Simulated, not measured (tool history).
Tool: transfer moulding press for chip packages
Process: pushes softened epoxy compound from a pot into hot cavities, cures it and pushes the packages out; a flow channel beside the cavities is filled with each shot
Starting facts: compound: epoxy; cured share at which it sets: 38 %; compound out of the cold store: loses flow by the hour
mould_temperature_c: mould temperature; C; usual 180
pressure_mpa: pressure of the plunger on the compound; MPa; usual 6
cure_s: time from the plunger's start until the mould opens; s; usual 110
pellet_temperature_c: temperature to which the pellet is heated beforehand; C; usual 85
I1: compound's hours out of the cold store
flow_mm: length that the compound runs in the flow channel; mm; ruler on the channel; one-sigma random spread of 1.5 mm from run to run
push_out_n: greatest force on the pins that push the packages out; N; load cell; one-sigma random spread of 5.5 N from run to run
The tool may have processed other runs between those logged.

run 1 hour=0 | mould_temperature_c=180 pressure_mpa=6 cure_s=110 pellet_temperature_c=85 | I1=12 | flow_mm=514 push_out_n=331
-- hour=5.4 cavities cleaned with cleaning compound and waxed
run 2 hour=36.4 | mould_temperature_c=180 pressure_mpa=6 cure_s=110 pellet_temperature_c=85 | I1=16.1 | flow_mm=501 push_out_n=305
-- hour=52 cavities cleaned with cleaning compound and waxed
run 3 hour=53.9 | mould_temperature_c=180 pressure_mpa=4.88 cure_s=110 pellet_temperature_c=85 | I1=12.4 | flow_mm=457 push_out_n=250
-- hour=61.9 plunger's sealing rings changed
run 4 hour=86.3 | mould_temperature_c=180 pressure_mpa=4.88 cure_s=110 pellet_temperature_c=84 | I1=14.8 | flow_mm=473 push_out_n=326
-- hour=100.6 cavities cleaned with cleaning compound and waxed
run 5 hour=120.9 | mould_temperature_c=180 pressure_mpa=6 cure_s=110 pellet_temperature_c=85 | I1=19.6 | flow_mm=511 push_out_n=297
-- hour=146.1 cavities cleaned with cleaning compound and waxed
run 6 hour=155.4 | mould_temperature_c=180 pressure_mpa=6 cure_s=110 pellet_temperature_c=85 | I1=15.8 | flow_mm=513 push_out_n=259
run 7 hour=173.3 | mould_temperature_c=180 pressure_mpa=6 cure_s=110 pellet_temperature_c=85 | I1=11.7 | flow_mm=517 push_out_n=318
-- hour=191 cavities cleaned with cleaning compound and waxed
-- hour=195.7 mould's thermocouples calibrated
run 8 hour=195.7 | mould_temperature_c=180 pressure_mpa=6 cure_s=110 pellet_temperature_c=85 | I1=47.2 | flow_mm=464 push_out_n=244
run 9 hour=230.2 | mould_temperature_c=180 pressure_mpa=6 cure_s=110 pellet_temperature_c=85 | I1=30.3 | flow_mm=480 push_out_n=340
-- hour=237.6 cavities cleaned with cleaning compound and waxed
-- hour=261.8 plunger's sealing rings changed
run 10 hour=264.7 | mould_temperature_c=180 pressure_mpa=6 cure_s=110 pellet_temperature_c=85 | I1=19.2 | flow_mm=522 push_out_n=317
-- hour=286.7 cavities cleaned with cleaning compound and waxed
run 11 hour=287 | mould_temperature_c=180 pressure_mpa=6 cure_s=110 pellet_temperature_c=85 | I1=34.4 | flow_mm=498 push_out_n=245
run 12 hour=303.8 | mould_temperature_c=180 pressure_mpa=6 cure_s=110 pellet_temperature_c=85 | I1=45.5 | flow_mm=480 push_out_n=276
run 13 hour=322.8 | mould_temperature_c=180 pressure_mpa=6 cure_s=110 pellet_temperature_c=81 | I1=29.4 | flow_mm=503 push_out_n=334
-- hour=330.7 cavities cleaned with cleaning compound and waxed
run 14 hour=352.8 | mould_temperature_c=180 pressure_mpa=6 cure_s=110 pellet_temperature_c=81 | I1=14.4 | flow_mm=518 push_out_n=313
-- hour=375.8 cavities cleaned with cleaning compound and waxed
run 15 hour=379.2 | mould_temperature_c=173 pressure_mpa=5.17 cure_s=100 pellet_temperature_c=88 | I1=18.4 | flow_mm=481 push_out_n=525
run 16 hour=413.3 | mould_temperature_c=173 pressure_mpa=5.17 cure_s=100 pellet_temperature_c=88 | I1=19.8 | flow_mm=475 push_out_n=644
-- hour=421.4 cavities cleaned with cleaning compound and waxed
run 17 hour=440.1 | mould_temperature_c=173 pressure_mpa=5.17 cure_s=131 pellet_temperature_c=88 | I1=36.7 | flow_mm=446 push_out_n=307
-- hour=459.6 plunger's sealing rings changed
run 18 hour=463.2 | mould_temperature_c=175 pressure_mpa=6 cure_s=110 pellet_temperature_c=85 | I1=47.5 | flow_mm=488 push_out_n=421
-- hour=469.2 cavities cleaned with cleaning compound and waxed
run 19 hour=502.1 | mould_temperature_c=187 pressure_mpa=5.39 cure_s=143 pellet_temperature_c=87 | I1=27.6 | flow_mm=471 push_out_n=240
-- hour=512.8 cavities cleaned with cleaning compound and waxed
run 20 hour=529.6 | mould_temperature_c=183 pressure_mpa=5.39 cure_s=141 pellet_temperature_c=79 | I1=37 | flow_mm=459 push_out_n=229

What if the next run were any one of these 4? Each begins from the tool's condition after run 20:
-- hour=557 cavities cleaned with cleaning compound and waxed
run A hour=566.9 | mould_temperature_c=183 pressure_mpa=6.06 cure_s=141 pellet_temperature_c=82 | I1=27.2 | flow_mm=? push_out_n=?
-- hour=557 cavities cleaned with cleaning compound and waxed
run B hour=566.9 | mould_temperature_c=183 pressure_mpa=4.75 cure_s=141 pellet_temperature_c=79 | I1=46.6 | flow_mm=? push_out_n=?
-- hour=557 cavities cleaned with cleaning compound and waxed
run C hour=566.9 | mould_temperature_c=180 pressure_mpa=7.38 cure_s=110 pellet_temperature_c=85 | I1=14.3 | flow_mm=? push_out_n=?
-- hour=557 cavities cleaned with cleaning compound and waxed
run D hour=566.9 | mould_temperature_c=175 pressure_mpa=5.39 cure_s=141 pellet_temperature_c=88 | I1=12.5 | flow_mm=? push_out_n=?

run=A flow_mm=493 push_out_n=217
run=B flow_mm=414 push_out_n=214
run=C flow_mm=570 push_out_n=282
run=D flow_mm=497 push_out_n=251
What these runs would have given with no unlogged condition in the tool:
run=A flow_mm=508 push_out_n=193
run=B flow_mm=427 push_out_n=189
run=C flow_mm=587 push_out_n=248
run=D flow_mm=512 push_out_n=221
